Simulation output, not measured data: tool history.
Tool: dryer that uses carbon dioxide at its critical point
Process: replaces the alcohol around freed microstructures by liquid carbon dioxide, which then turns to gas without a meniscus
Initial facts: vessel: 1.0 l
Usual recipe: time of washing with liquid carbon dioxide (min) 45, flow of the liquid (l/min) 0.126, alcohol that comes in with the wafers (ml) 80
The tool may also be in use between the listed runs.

| run | hour | time of washing with liquid carbon dioxide (min) | flow of the liquid (l/min) | alcohol that comes in with the wafers (ml) | alcohol left in the vessel before it's heated (ppm by volume) |
|---|---|---|---|---|---|
| 1 | 0.0 | 45 | 0.126 | 80 | 575 |
| 2 | 10.8 | 45 | 0.126 | 80 | 596 |
| 3 | 17.9 | 45 | 0.126 | 103 | 745 |
| 4 | 26.8 | 45 | 0.126 | 103 | 757 |
| 5 | 37.7 | 31 | 0.126 | 103 | 3512 |
| 6 | 50.1 | 31 | 0.126 | 103 | 3539 |
| 7 | 61.9 | 45 | 0.126 | 33 | 272 |
| 8 | 73.7 | 45 | 0.126 | 33 | 274 |
| 9 | 83.6 | 45 | 0.126 | 33 | 277 |
| 10 | 94.6 | 51 | 0.126 | 80 | 342 |
| 11 | 105.0 | 51 | 0.126 | 80 | 352 |
| 12 | 112.9 | 45 | 0.126 | 80 | 621 |
| 13 | 120.1 | 45 | 0.126 | 34 | 295 |
| 14 | 132.0 | 45 | 0.126 | 34 | 298 |
| 15 | 140.2 | 45 | 0.126 | 34 | 292 |
| 16 | 147.2 | 45 | 0.126 | 80 | 637 |
| 17 | 158.1 | 45 | 0.126 | 80 | 667 |
| 18 | 164.1 | 45 | 0.126 | 80 | 640 |
| 19 | 173.7 | 45 | 0.126 | 80 | 650 |
|  | 178.6 | inlet filter changed |
| 20 | 182.5 | 43 | 0.126 | 80 | 605 |
| 21 | 194.6 | 43 | 0.126 | 80 | 612 |
| 22 | 202.7 | 43 | 0.126 | 80 | 602 |
| 23 | 212.7 | 43 | 0.117 | 32 | 367 |
| 24 | 220.2 | 50 | 0.106 | 80 | 703 |
| 25 | 225.3 | 31 | 0.118 | 52 | 1897 |
| 26 | 230.8 | 31 | 0.118 | 52 | 1926 |
| 27 | 240.8 | 37 | 0.113 | 36 | 861 |
| 28 | 251.6 | 61 | 0.126 | 22 | 74 |
| 29 | 259.3 | 61 | 0.096 | 22 | 180 |
| 30 | 268.8 | 30 | 0.126 | 80 | 2649 |
| 31 | 279.1 | 66 | 0.085 | 77 | 563 |
| 32 | 288.5 | 66 | 0.085 | 77 | 552 |
| 33 | 295.4 | 66 | 0.085 | 77 | 554 |
| 34 | 307.3 | 33 | 0.079 | 67 | 6678 |
| 35 | 312.4 | 33 | 0.079 | 67 | 6512 |
| 36 | 322.8 | 33 | 0.079 | 67 | 6608 |
| 37 | 332.9 | 29 | 0.207 | 33 | 209 |
| 38 | 339.6 | 29 | 0.154 | 75 | 1366 |
| 39 | 346.3 | 42 | 0.109 | 23 | 446 |
| 40 | 357.0 | 33 | 0.108 | 46 | 1998 |
| 41 | 366.0 | 37 | 0.203 | 35 | 110 |

5 options for the next run, each taken on its own from the tool as it stands now. Forecast them:
| A | 372.5 | 45 | 0.096 | 80 | ? |
| B | 372.5 | 45 | 0.097 | 80 | ? |
| C | 372.5 | 57 | 0.092 | 80 | ? |
| D | 372.5 | 32 | 0.126 | 80 | ? |
| E | 372.5 | 29 | 0.203 | 35 | ? |

| run | alcohol left in the vessel before it's heated (ppm by volume) |
|---|---|
| A | 1723 |
| B | 1701 |
| C | 824 |
| D | 2216 |
| E | 231 |
What these runs would have given with no unlogged condition in the tool:
| run | alcohol left in the vessel before it's heated (ppm by volume) |
|---|---|
| A | 1508 |
| B | 1487 |
| C | 676 |
| D | 1969 |
| E | 143 |
